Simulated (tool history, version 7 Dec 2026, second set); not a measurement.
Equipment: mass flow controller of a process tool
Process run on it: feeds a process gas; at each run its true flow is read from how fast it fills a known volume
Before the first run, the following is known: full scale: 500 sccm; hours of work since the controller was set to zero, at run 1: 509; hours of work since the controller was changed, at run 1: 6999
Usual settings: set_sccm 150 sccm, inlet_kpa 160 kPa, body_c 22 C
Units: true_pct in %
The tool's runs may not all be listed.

run    hour  set_sccm  inlet_kpa  body_c  hours of work since the controller was set to zero  hours of work since the controller was changed  true_pct
  1     0.0       150        160      22                                                 509                                            6999     99.12
  2   234.1       150        160      22                                                 643                                            7132     98.98
  3   520.7       150        160      22                                                 806                                            7296     99.20
  4   867.9       150        186      22                                                1005                                            7494     99.19
  5  1156.2       150        160      22                                                1170                                            7659     99.12
  6  1435.5       150        160      27                                                1329                                            7819     99.59
  7  1673.5       150        160      40                                                1465                                            7955    100.81
  8  2024.6       150        160      40                                                1666                                            8155    100.77
  9  2305.0       150        160      40                                                1826                                            8316    100.85
 10  2599.2       150        160      40                                                1994                                            8484    100.85
 11  2921.9        59        160      22                                                2178                                            8668     99.13
 12  3208.0        59        160      22                                                2342                                            8832     99.13
 13  3548.5        59        160      22                                                2536                                            9026     99.30
 14  3815.1        59        160      22                                                2689                                            9178     99.40
 15  4132.0       150        160      24                                                2870                                            9359     99.71
 16  4451.8       150        160      24                                                3053                                            9542     99.73
 17  4707.2       150        164      22                                                3198                                            9688     99.64
     4920.2  -- gauge calibrated
 18  5037.5       150        189      36                                                3387                                            9877    100.07
 19  5223.3       150        189      36                                                3493                                            9983    100.18
 20  5507.6       150        189      36                                                3656                                           10145    100.32
 21  5859.5       150        189      36                                                3857                                           10347    100.33
 22  6058.8       104        198      29                                                3971                                           10460     99.60
 23  6295.7       104        198      29                                                4106                                           10596     99.56
 24  6598.2       128        160      22                                                4279                                           10769     99.25

Below are 3 alternative next runs, each starting from the tool's condition after run 24. Predict each:
  A  6916.8       361        217      31                                                4461                                           10951         ?
  B  6916.8       129        183      27                                                4461                                           10951         ?
  C  6916.8       475        177      37                                                4461                                           10951         ?

run  true_pct
  A    100.51
  B     99.56
  C    101.22
Take away the tool's hidden state, keep each run's random variation, and the runs would have read:
run  true_pct
  A    100.24
  B     99.30
  C    100.95
